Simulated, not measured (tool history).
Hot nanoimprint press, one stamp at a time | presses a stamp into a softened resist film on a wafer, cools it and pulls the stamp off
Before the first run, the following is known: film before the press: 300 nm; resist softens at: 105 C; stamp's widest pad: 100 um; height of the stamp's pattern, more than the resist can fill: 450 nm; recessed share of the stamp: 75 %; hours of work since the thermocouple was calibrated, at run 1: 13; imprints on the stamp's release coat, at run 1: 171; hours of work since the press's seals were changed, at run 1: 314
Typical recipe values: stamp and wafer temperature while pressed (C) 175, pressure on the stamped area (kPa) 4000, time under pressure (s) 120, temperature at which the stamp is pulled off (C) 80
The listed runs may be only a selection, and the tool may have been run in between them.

| run | hour | stamp and wafer temperature while pressed (C) | pressure on the stamped area (kPa) | time under pressure (s) | temperature at which the stamp is pulled off (C) | hours of work since the thermocouple was calibrated | imprints on the stamp's release coat | hours of work since the press's seals were changed | resist left under the stamp's widest pad (angstrom) | greatest force while the stamp is pulled off (N) |
|---|---|---|---|---|---|---|---|---|---|---|
| 1 | 0.0 | 175 | 4000 | 120 | 80 | 13 | 171 | 314 | 1555 | 200 |
| 2 | 24.7 | 175 | 4000 | 120 | 80 | 27 | 247 | 329 | 1563 | 209 |
| 3 | 42.5 | 175 | 3040 | 120 | 80 | 38 | 302 | 339 | 1753 | 209 |
| 4 | 65.3 | 175 | 4190 | 120 | 80 | 52 | 372 | 353 | 1554 | 208 |
| 5 | 90.7 | 175 | 4190 | 120 | 80 | 67 | 451 | 368 | 1525 | 206 |
| 6 | 114.2 | 175 | 4190 | 120 | 80 | 81 | 523 | 382 | 1544 | 216 |
| 7 | 138.8 | 175 | 4190 | 120 | 80 | 95 | 599 | 397 | 1551 | 212 |
| 8 | 151.1 | 175 | 4190 | 120 | 80 | 103 | 637 | 404 | 1564 | 213 |
| 9 | 170.9 | 175 | 4000 | 125 | 80 | 114 | 698 | 416 | 1573 | 218 |
| 10 | 188.8 | 175 | 4000 | 120 | 80 | 125 | 754 | 426 | 1572 | 216 |
| 11 | 207.0 | 175 | 4000 | 120 | 80 | 136 | 810 | 437 | 1605 | 232 |
| 12 | 219.6 | 175 | 4000 | 120 | 80 | 143 | 848 | 445 | 1590 | 218 |
| 13 | 236.2 | 175 | 4000 | 120 | 80 | 153 | 900 | 455 | 1600 | 221 |
| 14 | 252.8 | 175 | 4000 | 120 | 80 | 163 | 951 | 465 | 1600 | 233 |
| 15 | 263.9 | 175 | 5190 | 120 | 80 | 170 | 985 | 471 | 1415 | 226 |
| 16 | 280.4 | 175 | 2490 | 118 | 80 | 180 | 1036 | 481 | 1964 | 225 |
| 17 | 295.0 | 175 | 2490 | 118 | 80 | 188 | 1081 | 490 | 1967 | 225 |
| 18 | 311.8 | 169 | 2680 | 71 | 80 | 198 | 1133 | 500 | 2417 | 229 |
| 19 | 333.2 | 169 | 2680 | 71 | 80 | 211 | 1199 | 512 | 2414 | 229 |
| 20 | 344.4 | 169 | 3220 | 155 | 70 | 218 | 1234 | 519 | 1920 | 288 |
| 21 | 365.4 | 171 | 4110 | 64 | 87 | 230 | 1299 | 532 | 2085 | 198 |
| 22 | 390.2 | 187 | 4260 | 114 | 85 | 245 | 1375 | 546 | 1116 | 206 |
| 23 | 404.8 | 187 | 4260 | 114 | 85 | 254 | 1420 | 555 | 1128 | 216 |
| 24 | 421.5 | 187 | 4260 | 114 | 85 | 264 | 1472 | 565 | 1125 | 206 |
| 25 | 443.8 | 187 | 4260 | 114 | 85 | 277 | 1541 | 578 | 1112 | 219 |
| 26 | 459.0 | 187 | 4260 | 114 | 85 | 286 | 1588 | 587 | 1114 | 219 |
| 27 | 470.5 | 168 | 6020 | 120 | 80 | 293 | 1623 | 594 | 1668 | 253 |
| 28 | 482.4 | 168 | 6020 | 120 | 80 | 300 | 1660 | 601 | 1640 | 256 |
| 29 | 499.7 | 168 | 6020 | 120 | 80 | 310 | 1713 | 612 | 1677 | 249 |

Alternative continuations, all from the tool just after run 29; predict every row:
| A | 521.1 | 177 | 6160 | 120 | 78 | 323 | 1779 | 624 | ? | ? |
| B | 521.1 | 168 | 6020 | 120 | 80 | 323 | 1779 | 624 | ? | ? |
| C | 521.1 | 175 | 3570 | 122 | 81 | 323 | 1779 | 624 | ? | ? |
| D | 521.1 | 177 | 4000 | 120 | 70 | 323 | 1779 | 624 | ? | ? |
| E | 521.1 | 175 | 3440 | 120 | 80 | 323 | 1779 | 624 | ? | ? |

| run | resist left under the stamp's widest pad (angstrom) | greatest force while the stamp is pulled off (N) |
|---|---|---|
| A | 1240 | 264 |
| B | 1660 | 256 |
| C | 1693 | 254 |
| D | 1537 | 311 |
| E | 1751 | 252 |
With no hidden state in the tool, these same runs would have given:
| run | resist left under the stamp's widest pad (angstrom) | greatest force while the stamp is pulled off (N) |
|---|---|---|
| A | 1184 | 206 |
| B | 1589 | 199 |
| C | 1638 | 197 |
| D | 1483 | 243 |
| E | 1696 | 196 |

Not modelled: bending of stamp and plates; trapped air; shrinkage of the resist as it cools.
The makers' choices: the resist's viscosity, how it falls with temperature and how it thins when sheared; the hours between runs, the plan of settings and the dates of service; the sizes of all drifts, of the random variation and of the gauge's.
